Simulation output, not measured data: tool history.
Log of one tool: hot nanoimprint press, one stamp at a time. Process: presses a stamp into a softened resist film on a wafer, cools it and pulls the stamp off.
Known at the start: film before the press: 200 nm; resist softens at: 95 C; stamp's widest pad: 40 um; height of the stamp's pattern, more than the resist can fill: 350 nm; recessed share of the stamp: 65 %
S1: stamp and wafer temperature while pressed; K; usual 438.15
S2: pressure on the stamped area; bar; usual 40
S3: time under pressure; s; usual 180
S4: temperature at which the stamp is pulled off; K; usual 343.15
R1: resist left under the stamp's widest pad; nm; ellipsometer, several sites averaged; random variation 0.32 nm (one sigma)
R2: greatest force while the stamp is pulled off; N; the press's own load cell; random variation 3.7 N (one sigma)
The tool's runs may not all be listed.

| run | hour | S1 | S2 | S3 | S4 | R1 | R2 |
|---|---|---|---|---|---|---|---|
| 1 | 0 | 438.15 | 40 | 180 | 343.15 | 105.2 | 243 |
| 2 | 5 | 438.15 | 40 | 180 | 343.15 | 104.9 | 243 |
| 3 | 16.5 | 438.15 | 40 | 180 | 343.15 | 105.4 | 244 |
| 4 | 23.4 | 438.15 | 40 | 180 | 343.15 | 104.9 | 241 |
| 5 | 30.5 | 438.15 | 40 | 180 | 343.15 | 104.9 | 252 |
| 6 | 36.3 | 438.15 | 40 | 180 | 343.15 | 104.8 | 252 |
|  | 46 | stamp cleaned and given a new release coat |
| 7 | 49 | 438.15 | 40 | 180 | 343.15 | 104.2 | 183 |
| 8 | 56.8 | 438.15 | 40 | 180 | 343.15 | 104.5 | 182 |
| 9 | 65.2 | 438.15 | 40 | 180 | 330.15 | 104.8 | 232 |
| 10 | 71.7 | 438.15 | 40 | 180 | 330.15 | 104.4 | 231 |
| 11 | 79 | 438.15 | 40 | 180 | 343.15 | 104.7 | 184 |
| 12 | 84.1 | 438.15 | 40 | 180 | 343.15 | 104.1 | 195 |
| 13 | 92.5 | 438.15 | 40 | 180 | 343.15 | 104.4 | 192 |
| 14 | 103.6 | 438.15 | 40 | 180 | 343.15 | 104.6 | 197 |
| 15 | 113.3 | 438.15 | 40 | 180 | 343.15 | 104.4 | 186 |
| 16 | 119.3 | 430.15 | 40 | 249 | 343.15 | 126.9 | 195 |
| 17 | 124.5 | 430.15 | 40 | 249 | 343.15 | 126.4 | 192 |
| 18 | 134.2 | 430.15 | 40 | 249 | 343.15 | 126.6 | 196 |
| 19 | 144.5 | 430.15 | 40 | 249 | 343.15 | 126.8 | 192 |
|  | 148.4 | plate thermocouple calibrated |
| 20 | 153.6 | 428.15 | 31.3 | 249 | 344.15 | 145.9 | 187 |
| 21 | 158.6 | 438.15 | 40 | 167 | 333.15 | 105.5 | 217 |
| 22 | 167.2 | 441.15 | 40 | 180 | 339.15 | 91.9 | 205 |
| 23 | 176.4 | 438.15 | 40 | 180 | 331.15 | 103 | 239 |
| 24 | 183.4 | 438.15 | 40 | 180 | 331.15 | 102.9 | 232 |
| 25 | 192.6 | 438.15 | 29.2 | 180 | 343.15 | 118 | 195 |
| 26 | 199.6 | 431.15 | 56.5 | 96 | 343.15 | 138 | 197 |
|  | 205.8 | plate thermocouple calibrated, once more |
| 27 | 213.8 | 438.15 | 40 | 109 | 343.15 | 126.1 | 197 |
| 28 | 221.7 | 428.15 | 27.6 | 259 | 347.15 | 154.1 | 188 |
| 29 | 229.2 | 428.15 | 27.6 | 259 | 347.15 | 155 | 188 |

5 ways to go on from here, each from the tool as it stands after run 29. What would each give?
| A | 234.8 | 448.15 | 40 | 180 | 340.15 | ? | ? |
| B | 234.8 | 438.15 | 40 | 180 | 338.15 | ? | ? |
| C | 234.8 | 438.15 | 40 | 321 | 350.15 | ? | ? |
| D | 234.8 | 428.15 | 33.8 | 349 | 347.15 | ? | ? |
| E | 234.8 | 428.15 | 40 | 200 | 348.15 | ? | ? |

| run | R1 | R2 |
|---|---|---|
| A | 74 | 213 |
| B | 107.5 | 218 |
| C | 88.4 | 173 |
| D | 136.1 | 191 |
| E | 147 | 180 |
Without the tool's hidden state the same runs would have given:
| run | R1 | R2 |
|---|---|---|
| A | 73.4 | 198 |
| B | 106.6 | 202 |
| C | 87.6 | 160 |
| D | 135.2 | 177 |
| E | 146.1 | 166 |
